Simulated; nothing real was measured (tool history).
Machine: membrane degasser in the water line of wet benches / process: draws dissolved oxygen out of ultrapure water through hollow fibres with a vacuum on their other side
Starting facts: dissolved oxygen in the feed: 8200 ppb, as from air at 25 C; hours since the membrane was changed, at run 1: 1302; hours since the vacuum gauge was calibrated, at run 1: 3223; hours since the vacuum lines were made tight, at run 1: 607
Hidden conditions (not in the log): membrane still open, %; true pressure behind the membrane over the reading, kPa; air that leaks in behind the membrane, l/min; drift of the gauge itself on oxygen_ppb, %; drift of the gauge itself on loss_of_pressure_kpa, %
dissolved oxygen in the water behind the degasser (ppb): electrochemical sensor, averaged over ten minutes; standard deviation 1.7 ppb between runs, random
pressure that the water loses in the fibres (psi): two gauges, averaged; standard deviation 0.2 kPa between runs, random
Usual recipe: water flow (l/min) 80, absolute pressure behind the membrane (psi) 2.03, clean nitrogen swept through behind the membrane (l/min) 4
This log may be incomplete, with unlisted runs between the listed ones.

run,day,water flow (l/min),absolute pressure behind the membrane (psi),clean nitrogen swept through behind the membrane (l/min),hours since the membrane was changed,hours since the vacuum gauge was calibrated,hours since the vacuum lines were made tight,dissolved oxygen in the water behind the degasser (ppb),pressure that the water loses in the fibres (psi)
1,0,80,2.03,4,1302,3223,607,463.6,6.569
2,2.575,80,2.03,4,1364,3285,668,467.3,6.595
3,4.058,80,2.03,2.59,1399,3321,704,662.1,6.566
4,6.858,80,2.03,2.59,1467,3388,771,663.3,6.591
5,8.717,80,2.03,2.59,1511,3433,816,662.9,6.562
6,10.025,80,2.03,2.59,1543,3464,847,660.1,6.62
7,12.025,80,2.03,4,1591,3512,895,465.4,6.544
8,14.025,80,2.03,4,1639,3560,943,467.3,6.518
9,17.054,80,2.03,4,1711,3633,1016,464.4,6.55
10,19.342,80,2.03,4,1766,3688,1071,464.3,6.589
11,21.921,80,2.03,4,1828,3749,1133,465.6,6.553
12,24.75,80,2.03,6.47,1896,3817,1201,310.5,6.609
13,27.058,80,2.03,6.47,1951,3873,1256,307.8,6.53
14,28.833,80,2.03,6.47,1994,3915,1299,310.2,6.525
15,31.604,80,2.03,6.33,2061,3982,1365,318,6.572
16,32.912,80,2.03,6.33,2092,4013,1396,318.2,6.604
17,35.067,119,3,1.76,2144,4065,1448,1786.7,9.77
18,36.383,61,3.44,10.13,2175,4097,1480,292.8,4.983
19,37.746,61,3.44,10.13,2208,4129,1512,295.2,4.998
20,39.512,61,3.44,10.13,2250,4172,1555,294.3,4.968
21,40.912,97,3.44,1.7,2284,4205,1588,1811.7,7.945
22,42.325,98,2.06,2.91,2318,4239,1622,732.5,8.044
23,44.846,65,2.06,2.91,2378,4300,1683,520.1,5.361
24,46.338,62,2.06,8.48,2414,4335,1719,194.2,5.088
25,47.858,112,2.03,6.29,2451,4372,1755,441.1,9.12
26,49.65,85,2.03,3.46,2494,4415,1798,557.2,7.029
27,52.612,85,2.03,3.46,2565,4486,1869,560.2,6.912
28,55.783,53,1.73,8.51,2641,4562,1945,131.7,4.354
29,58.712,62,3.84,4,2711,4632,2016,771,5.105
# day 60.775: gauge calibrated
30,61.879,62,3.84,4,2787,4709,2092,757,5.105
31,64.842,86,3.84,8.37,2858,4780,2163,540,7.008
32,67.308,86,1.28,2.95,2918,4839,2222,340.7,7.079

Describe how what the log doesn't record of the tool's condition differs between the last listed run preceding each entry between runs and the first listed run following it.
Run 29 -> run 30: gauge calibrated (day 60.775)
  drift of the gauge itself on oxygen_ppb, %: 1.79 -> 0.03
  measured value less the no-hidden-state value, dissolved oxygen in the water behind the degasser (ppb): +13.6 -> +0.3
